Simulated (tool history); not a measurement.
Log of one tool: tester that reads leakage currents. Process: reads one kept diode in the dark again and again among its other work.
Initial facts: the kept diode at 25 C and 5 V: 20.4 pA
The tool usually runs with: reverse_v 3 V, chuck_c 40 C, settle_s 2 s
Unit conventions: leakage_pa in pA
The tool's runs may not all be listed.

run 1 day=0 | reverse_v=3 chuck_c=40 settle_s=2 | leakage_pa=65.52
-- day=0.5 chuck's temperature calibrated
run 2 day=2.721 | reverse_v=3 chuck_c=40 settle_s=2 | leakage_pa=56.58
run 3 day=5.325 | reverse_v=3 chuck_c=40 settle_s=2 | leakage_pa=56.75
-- day=5.592 probe card cleaned and baked
run 4 day=7.279 | reverse_v=3 chuck_c=40 settle_s=2 | leakage_pa=57.9
run 5 day=9.033 | reverse_v=3 chuck_c=40 settle_s=2 | leakage_pa=57.75
run 6 day=11.658 | reverse_v=13.71 chuck_c=40 settle_s=4.72 | leakage_pa=105.03
run 7 day=13.212 | reverse_v=13.71 chuck_c=40 settle_s=0.49 | leakage_pa=108.57
run 8 day=15.925 | reverse_v=13.71 chuck_c=40 settle_s=0.49 | leakage_pa=108.59
run 9 day=18.779 | reverse_v=3 chuck_c=40 settle_s=1.65 | leakage_pa=59.12
run 10 day=20.775 | reverse_v=7.42 chuck_c=40 settle_s=1.44 | leakage_pa=84.16

3 options for the next run, each taken on its own from the tool as it stands now. Forecast them:
-- day=21.562 probe card cleaned and baked, once more
run A day=23.946 | reverse_v=15.02 chuck_c=35 settle_s=5.31 | leakage_pa=?
-- day=21.562 probe card cleaned and baked, once more
run B day=23.946 | reverse_v=6.16 chuck_c=50 settle_s=1.22 | leakage_pa=?
-- day=21.562 probe card cleaned and baked, once more
run C day=23.946 | reverse_v=3 chuck_c=40 settle_s=2 | leakage_pa=?

run=A leakage_pa=72.45
run=B leakage_pa=155.9
run=C leakage_pa=58.05
Without the tool's hidden state the same runs would have given:
run=A leakage_pa=68.71
run=B leakage_pa=148.78
run=C leakage_pa=55.21

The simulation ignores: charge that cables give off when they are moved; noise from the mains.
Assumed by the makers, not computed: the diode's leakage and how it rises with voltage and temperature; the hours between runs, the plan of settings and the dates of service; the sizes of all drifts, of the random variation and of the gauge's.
